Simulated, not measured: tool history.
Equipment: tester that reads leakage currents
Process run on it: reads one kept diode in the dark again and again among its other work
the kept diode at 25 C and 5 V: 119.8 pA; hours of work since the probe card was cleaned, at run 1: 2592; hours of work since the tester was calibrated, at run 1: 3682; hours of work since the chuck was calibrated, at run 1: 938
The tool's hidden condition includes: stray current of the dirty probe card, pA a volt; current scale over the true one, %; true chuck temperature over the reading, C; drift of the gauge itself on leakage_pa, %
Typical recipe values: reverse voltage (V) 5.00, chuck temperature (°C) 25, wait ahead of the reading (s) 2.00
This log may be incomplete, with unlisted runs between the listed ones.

run    hour  reverse voltage (V)  chuck temperature (°C)  wait ahead of the reading (s)  hours of work since the probe card was cleaned  hours of work since the tester was calibrated  hours of work since the chuck was calibrated  current that the tester gives (pA)
  1     0.0                 5.00                      25                           2.00                                            2592                                           3682                                           938                              155.38
  2   144.6                 5.00                      52                           2.00                                            2664                                           3755                                          1011                             1317.00
  3   271.6                 5.00                      52                           2.00                                            2728                                           3819                                          1075                             1335.78
      390.0  -- chuck's temperature calibrated
  4   407.6                 5.00                      52                           2.00                                            2795                                           3886                                             9                             1135.65
  5   594.4                 5.00                      47                           2.00                                            2889                                           3979                                           102                              790.58
  6   694.0                 5.00                      47                           2.00                                            2939                                           4029                                           152                              796.80
  7   860.6                 5.00                      47                           2.00                                            3022                                           4113                                           236                              809.32
  8   960.5                 5.00                      47                           2.00                                            3072                                           4163                                           286                              818.11
  9  1115.6                 5.00                      47                           2.00                                            3150                                           4241                                           364                              824.06
 10  1270.6                 5.00                      47                           2.00                                            3228                                           4319                                           442                              842.57
 11  1385.7                 5.00                      47                           2.00                                            3285                                           4376                                           499                              837.91
 12  1551.5                 5.00                      47                           2.00                                            3369                                           4459                                           582                              855.72
     1571.6  -- probe card cleaned and baked
 13  1699.2                 5.00                      58                           2.00                                              64                                           4532                                           655                             1927.17
 14  1874.1                 2.73                      45                           9.90                                             152                                           4620                                           743                              522.24
 15  2033.2                 7.19                      25                           2.00                                             232                                           4700                                           822                              175.62
 16  2126.2                 1.89                      24                           0.39                                             278                                           4746                                           869                               77.45
 17  2293.9                 1.89                      27                           2.35                                             362                                           4830                                           953                              100.87
 18  2455.4                 9.19                      21                           4.34                                             443                                           4911                                          1034                              148.18
 19  2575.2                 9.19                      21                           4.34                                             503                                           4971                                          1094                              150.36
     2650.1  -- chuck's temperature calibrated
 20  2767.4                 2.40                      25                           2.42                                             599                                           5067                                            59                               82.97
 21  2960.0                 1.84                      53                           2.00                                             695                                           5163                                           155                              710.69
 22  3072.1                 1.84                      53                           2.00                                             751                                           5219                                           212                              718.68
 23  3234.3                 1.32                      40                           1.86                                             833                                           5301                                           293                              220.57
 24  3340.0                 1.32                      40                           1.28                                             886                                           5354                                           346                              223.17

Take each entry between the runs: how does the hidden state at the last listed run before it differ from the hidden state at the first listed run after it?
From run 3 to run 4: chuck's temperature calibrated (hour 390.0)
  stray current of the dirty probe card, pA a volt: 2.382 -> 2.446; current scale over the true one, %: 1.36 -> 1.38; true chuck temperature over the reading, C: 2.18 -> -0.03
  the result without the hidden state subtracted from the measured one, current that the tester gives (pA): +226.60 -> +25.25
From run 12 to run 13: probe card cleaned and baked (hour 1571.6)
  stray current of the dirty probe card, pA a volt: 2.953 -> 0.076; current scale over the true one, %: 1.58 -> 1.61; true chuck temperature over the reading, C: 1.15 -> 1.3
  the result without the hidden state subtracted from the measured one, current that the tester gives (pA): +98.54 -> +200.86
From run 19 to run 20: chuck's temperature calibrated (hour 2650.1)
  stray current of the dirty probe card, pA a volt: 0.444 -> 0.524; current scale over the true one, %: 1.76 -> 1.8; true chuck temperature over the reading, C: 2.18 -> 0.06
  the result without the hidden state subtracted from the measured one, current that the tester gives (pA): +32.37 -> +3.11

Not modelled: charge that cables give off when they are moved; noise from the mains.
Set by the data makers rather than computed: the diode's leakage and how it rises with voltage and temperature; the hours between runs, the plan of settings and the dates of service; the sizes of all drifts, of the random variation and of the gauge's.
